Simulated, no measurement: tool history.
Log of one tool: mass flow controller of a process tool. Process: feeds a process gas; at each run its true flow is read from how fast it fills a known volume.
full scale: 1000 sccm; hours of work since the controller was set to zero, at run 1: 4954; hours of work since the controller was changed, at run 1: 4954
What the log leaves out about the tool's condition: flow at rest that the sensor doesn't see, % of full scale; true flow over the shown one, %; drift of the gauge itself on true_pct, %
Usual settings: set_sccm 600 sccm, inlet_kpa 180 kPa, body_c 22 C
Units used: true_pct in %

run	day	set_sccm	inlet_kpa	body_c	hours of work since the controller was set to zero	hours of work since the controller was changed	true_pct
1	0	600	180	22	4954	4954	94.75
2	4.938	600	180	22	5034	5034	94.8
3	12.417	600	149	22	5155	5155	94.61
4	19.633	600	267	22	5272	5272	94.84
5	26.988	600	267	22	5391	5391	94.85
6	34.533	600	180	22	5514	5514	94.41
7	42.438	600	180	22	5642	5642	94.32
8	50.858	600	180	22	5779	5779	94.29
9	59.154	600	184	22	5913	5913	94.02
10	67.412	600	184	22	6047	6047	93.89
11	71.55	600	180	22	6114	6114	93.85
12	76.371	600	180	22	6192	6192	93.87
13	84.621	600	180	22	6326	6326	93.65
14	89.808	600	180	26	6410	6410	94.11
15	93.55	600	180	22	6471	6471	93.54
16	99.117	115	231	22	6561	6561	85.49
17	106.212	115	231	22	6676	6676	85.25
18	111.625	813	210	22	6764	6764	94.22
19	118.967	408	180	33	6883	6883	93.5
20	124.521	600	180	23	6973	6973	93.2
21	131.125	375	180	29	7080	7080	92.69
22	135.158	123	180	29	7146	7146	85.49
# day 139.467: controller exchanged for a calibrated one
23	140.308	123	180	29	14	14	100.01
24	143.838	123	198	27	71	71	99.57
25	152.425	137	180	25	210	210	99.22
26	157.304	600	173	20	289	289	99.01
27	162.15	600	177	30	368	368	100.07
28	170.088	277	180	32	497	497	99.7
29	176.896	871	165	32	607	607	100.26
30	183.746	977	220	39	718	718	101.24

Pick out some run-to-run changes in true_pct. Of each, how much would a tool without hidden state show as well, from the settings, what came in and chance, and how much is left for the hidden state and any gauge scatter not in both results compared?
Run 15 -> 16: set_sccm 600 -> 115, inlet_kpa 180 -> 231. true_pct -8.05 %: hidden state -8.11, all else +0.06.
Run 17 -> 18: set_sccm 115 -> 813, inlet_kpa 231 -> 210. true_pct +8.97 %: hidden state +8.61, all else +0.36.
Run 22 -> 23: controller exchanged for a calibrated one. true_pct +14.52 %: hidden state +14.39, all else +0.13.

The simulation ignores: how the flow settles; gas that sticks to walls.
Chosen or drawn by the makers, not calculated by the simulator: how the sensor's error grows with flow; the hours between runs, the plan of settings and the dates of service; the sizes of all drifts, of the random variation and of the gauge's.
